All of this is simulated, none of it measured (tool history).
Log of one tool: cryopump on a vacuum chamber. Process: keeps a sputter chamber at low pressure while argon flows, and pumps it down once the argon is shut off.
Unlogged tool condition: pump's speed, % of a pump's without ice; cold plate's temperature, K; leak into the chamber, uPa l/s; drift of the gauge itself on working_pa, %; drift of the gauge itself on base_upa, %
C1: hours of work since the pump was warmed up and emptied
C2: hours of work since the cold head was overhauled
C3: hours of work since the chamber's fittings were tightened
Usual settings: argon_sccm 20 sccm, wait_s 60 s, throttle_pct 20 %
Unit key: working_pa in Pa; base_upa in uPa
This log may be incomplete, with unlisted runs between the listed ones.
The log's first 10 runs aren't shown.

Run 11, hour 579.9: usual settings but argon_sccm 17 sccm; C1 559; C2 2587; C3 2857. Result: working_pa 0.1024 Pa, base_upa 2.47 uPa.
At hour 633.2: pump warmed up, emptied and cooled again.
Run 12, hour 664.9: usual settings but wait_s 165 s; C1 26; C2 2654; C3 2924. Result: working_pa 0.1135 Pa, base_upa 1.75 uPa.
Run 13, hour 739.2: usual settings but wait_s 165 s; C1 89; C2 2716; C3 2986. Result: working_pa 0.1151 Pa, base_upa 1.83 uPa.
Run 14, hour 811.8: usual settings but wait_s 165 s; C1 149; C2 2777; C3 3047. Result: working_pa 0.1149 Pa, base_upa 1.89 uPa.
Run 15, hour 861.2: usual settings but wait_s 165 s; C1 190; C2 2818; C3 3088. Result: working_pa 0.1152 Pa, base_upa 1.92 uPa.
Run 16, hour 897.3: usual settings but wait_s 165 s; C1 221; C2 2848; C3 3118. Result: working_pa 0.1156 Pa, base_upa 2.01 uPa.
Run 17, hour 932.4: usual settings but wait_s 165 s; C1 250; C2 2878; C3 3148. Result: working_pa 0.1162 Pa, base_upa 2.04 uPa.
Run 18, hour 1001.9: usual settings but argon_sccm 37 sccm, wait_s 165 s; C1 308; C2 2936; C3 3206. Result: working_pa 0.2159 Pa, base_upa 2.06 uPa.
Run 19, hour 1061.5: usual settings but argon_sccm 9 sccm, wait_s 80 s; C1 358; C2 2985; C3 3255. Result: working_pa 0.0538 Pa, base_upa 2.37 uPa.
Run 20, hour 1119.1: usual settings but argon_sccm 11 sccm, wait_s 64 s, throttle_pct 58 %; C1 406; C2 3033; C3 3303. Result: working_pa 0.0242 Pa, base_upa 2.64 uPa.
Run 21, hour 1167.8: usual settings but argon_sccm 11 sccm, wait_s 64 s, throttle_pct 58 %; C1 447; C2 3074; C3 3344. Result: working_pa 0.0239 Pa, base_upa 2.62 uPa.
Run 22, hour 1210.4: usual settings but wait_s 62 s, throttle_pct 16 %; C1 482; C2 3110; C3 3380. Result: working_pa 0.1495 Pa, base_upa 2.72 uPa.
Run 23, hour 1249.4: usual settings but wait_s 62 s, throttle_pct 16 %; C1 515; C2 3142; C3 3412. Result: working_pa 0.1496 Pa, base_upa 2.72 uPa.
Run 24, hour 1314.8: usual settings but wait_s 62 s, throttle_pct 37 %; C1 569; C2 3197; C3 3467. Result: working_pa 0.0687 Pa, base_upa 2.86 uPa.
At hour 1360.9: pump warmed up, emptied and cooled again.
Run 25, hour 1377.9: usual settings but wait_s 62 s, throttle_pct 37 %; C1 14; C2 3245; C3 3515. Result: working_pa 0.062 Pa, base_upa 2.32 uPa.
Run 26, hour 1456.8: usual settings but wait_s 96 s, throttle_pct 49 %; C1 80; C2 3311; C3 3581. Result: working_pa 0.0483 Pa, base_upa 2.2 uPa.
Run 27, hour 1489.5: usual settings but argon_sccm 16 sccm, wait_s 20 s, throttle_pct 38 %; C1 107; C2 3339; C3 3609. Result: working_pa 0.0487 Pa, base_upa 3.28 uPa.
Run 28, hour 1566.7: usual settings but argon_sccm 16 sccm, wait_s 20 s, throttle_pct 38 %; C1 172; C2 3403; C3 3673. Result: working_pa 0.0502 Pa, base_upa 3.45 uPa.
Run 29, hour 1632.7: usual settings but argon_sccm 16 sccm, wait_s 20 s, throttle_pct 38 %; C1 227; C2 3458; C3 3728. Result: working_pa 0.0511 Pa, base_upa 3.5 uPa.
Run 30, hour 1708.3: usual settings but argon_sccm 19 sccm, wait_s 236 s; C1 290; C2 3521; C3 3791. Result: working_pa 0.1098 Pa, base_upa 2.35 uPa.
Run 31, hour 1754.3: usual settings but argon_sccm 10 sccm, wait_s 276 s; C1 329; C2 3560; C3 3830. Result: working_pa 0.0591 Pa, base_upa 2.4 uPa.
Run 32, hour 1801.3: usual settings but throttle_pct 25 %; C1 368; C2 3599; C3 3869. Result: working_pa 0.0959 Pa, base_upa 2.86 uPa.
Run 33, hour 1868.6: usual settings but wait_s 187 s, throttle_pct 24 %; C1 424; C2 3655; C3 3925. Result: working_pa 0.1013 Pa, base_upa 2.64 uPa.
At hour 1886.3: leaking fittings of the chamber tightened, without venting.
Run 34, hour 1945.6: usual settings but argon_sccm 24 sccm, wait_s 95 s, throttle_pct 21 %; C1 487; C2 3718; C3 49. Result: working_pa 0.1393 Pa, base_upa 0.58 uPa.

3 options for the next run, each taken on its own from the tool as it stands now. Forecast them:
Run A, hour 1985.8: usual settings but argon_sccm 16 sccm; C1 520; C2 3752; C3 83. Result: working_pa ?, base_upa ?.
Run B, hour 1985.8: usual settings but argon_sccm 23 sccm, wait_s 71 s, throttle_pct 24 %; C1 520; C2 3752; C3 83. Result: working_pa ?, base_upa ?.
Run C, hour 1985.8: usual settings but argon_sccm 17 sccm, wait_s 43 s, throttle_pct 32 %; C1 520; C2 3752; C3 83. Result: working_pa ?, base_upa ?.

run  working_pa  base_upa
  A      0.0962      0.77
  B      0.1164      0.67
  C      0.0668      0.94
Stripped of hidden state, with their random variation kept, the same runs would have yielded:
run  working_pa  base_upa
  A      0.0897      0.64
  B      0.1071      0.55
  C      0.0599      0.82
